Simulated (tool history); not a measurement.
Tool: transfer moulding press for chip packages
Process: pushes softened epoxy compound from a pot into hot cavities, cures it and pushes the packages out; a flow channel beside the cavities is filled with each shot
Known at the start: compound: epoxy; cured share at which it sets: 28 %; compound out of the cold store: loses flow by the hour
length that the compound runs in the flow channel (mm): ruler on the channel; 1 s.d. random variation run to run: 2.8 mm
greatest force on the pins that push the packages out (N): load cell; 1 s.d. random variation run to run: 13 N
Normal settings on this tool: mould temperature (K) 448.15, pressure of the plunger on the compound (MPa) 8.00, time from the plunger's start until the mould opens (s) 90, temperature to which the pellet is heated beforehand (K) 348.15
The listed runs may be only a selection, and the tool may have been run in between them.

run   hour  mould temperature (K)  pressure of the plunger on the compound (MPa)  time from the plunger's start until the mould opens (s)  temperature to which the pellet is heated beforehand (K)  incoming compound's hours out of the cold store  length that the compound runs in the flow channel (mm)  greatest force on the pins that push the packages out (N)
  1    0.0                 448.15                                           8.00                                                       90                                                    348.15                                             38.0                                                     825                                                        580
  2   13.1                 448.15                                           7.77                                                       90                                                    348.15                                             39.6                                                     802                                                        573
  3   28.9                 448.15                                           7.90                                                       90                                                    348.15                                             27.3                                                     835                                                        582
  4   44.6                 448.15                                           7.90                                                       90                                                    348.15                                             43.8                                                     803                                                        575
  5   56.0                 448.15                                           7.90                                                       90                                                    348.15                                              8.3                                                     877                                                        600
  6   63.3                 441.15                                           8.00                                                       90                                                    348.15                                             38.7                                                     846                                                        966
  7   71.7                 441.15                                           8.00                                                       90                                                    348.15                                             46.2                                                     834                                                        988
  8   82.0                 448.15                                           8.00                                                       85                                                    348.15                                             47.6                                                     802                                                        624
  9   89.2                 448.15                                           8.00                                                       90                                                    348.15                                             17.2                                                     863                                                        601
 10  100.5                 448.15                                           8.00                                                       90                                                    348.15                                             23.0                                                     852                                                        598
 11  117.0                 448.15                                           8.00                                                       90                                                    348.15                                             35.6                                                     828                                                        600
 12  126.7                 448.15                                           8.00                                                       90                                                    348.15                                             38.7                                                     821                                                        586
 13  142.4                 448.15                                           8.00                                                       90                                                    348.15                                             17.4                                                     860                                                        607
 14  154.1                 448.15                                           8.00                                                       90                                                    348.15                                             14.2                                                     869                                                        599
 15  165.1                 448.15                                           8.00                                                       90                                                    348.15                                             42.4                                                     811                                                        576
 16  181.2                 455.15                                           8.00                                                       90                                                    356.15                                             29.5                                                     813                                                        484
 17  190.1                 455.15                                           8.00                                                       90                                                    356.15                                             13.4                                                     849                                                        460
 18  201.2                 455.15                                           8.00                                                       90                                                    356.15                                             41.0                                                     790                                                        455
 19  215.6                 453.15                                           7.74                                                       90                                                    347.15                                             35.5                                                     793                                                        468
 20  223.7                 453.15                                           7.74                                                       90                                                    347.15                                             26.8                                                     814                                                        488
 21  231.5                 448.15                                           9.25                                                       90                                                    348.15                                             41.9                                                     872                                                        568
 22  247.6                 447.15                                           9.25                                                       90                                                    339.15                                             42.1                                                     882                                                        627
 23  255.7                 450.15                                           8.00                                                      123                                                    348.15                                             19.7                                                     850                                                        456
 24  263.9                 450.15                                           8.86                                                       99                                                    341.15                                             20.3                                                     894                                                        491
 25  273.9                 450.15                                           6.37                                                       90                                                    338.15                                             40.9                                                     723                                                        520
 26  289.9                 448.15                                           8.51                                                       90                                                    339.15                                             18.2                                                     890                                                        605
 27  303.2                 448.15                                           9.40                                                       90                                                    357.15                                              8.6                                                     957                                                        585
 28  316.1                 450.15                                           9.40                                                      113                                                    357.15                                             29.5                                                     898                                                        456

Missing from the log above: 4 entries noted between runs. For each, name the pair of listed runs it sits between and say how the tool's hidden condition differs from the listed run just before to the listed run just after:
Logged between run 7 and run 8: cavities cleaned with cleaning compound and waxed (hour 82.0)
  grip of the stained cavities, % over clean ones': 0.8 -> 0
Logged between run 14 and run 15: plunger's sealing rings changed (hour 165.1)
  pressure that reaches the compound, % of what is set: 99.95 -> 100; grip of the stained cavities, % over clean ones': 0.7 -> 0.8
Logged between run 16 and run 17: cavities cleaned with cleaning compound and waxed (hour 189.2)
  pressure that reaches the compound, % of what is set: 100 -> 99.99; grip of the stained cavities, % over clean ones': 0.8 -> 0
Logged between run 26 and run 27: cavities cleaned with cleaning compound and waxed (hour 293.4)
  grip of the stained cavities, % over clean ones': 0.9 -> 0.2

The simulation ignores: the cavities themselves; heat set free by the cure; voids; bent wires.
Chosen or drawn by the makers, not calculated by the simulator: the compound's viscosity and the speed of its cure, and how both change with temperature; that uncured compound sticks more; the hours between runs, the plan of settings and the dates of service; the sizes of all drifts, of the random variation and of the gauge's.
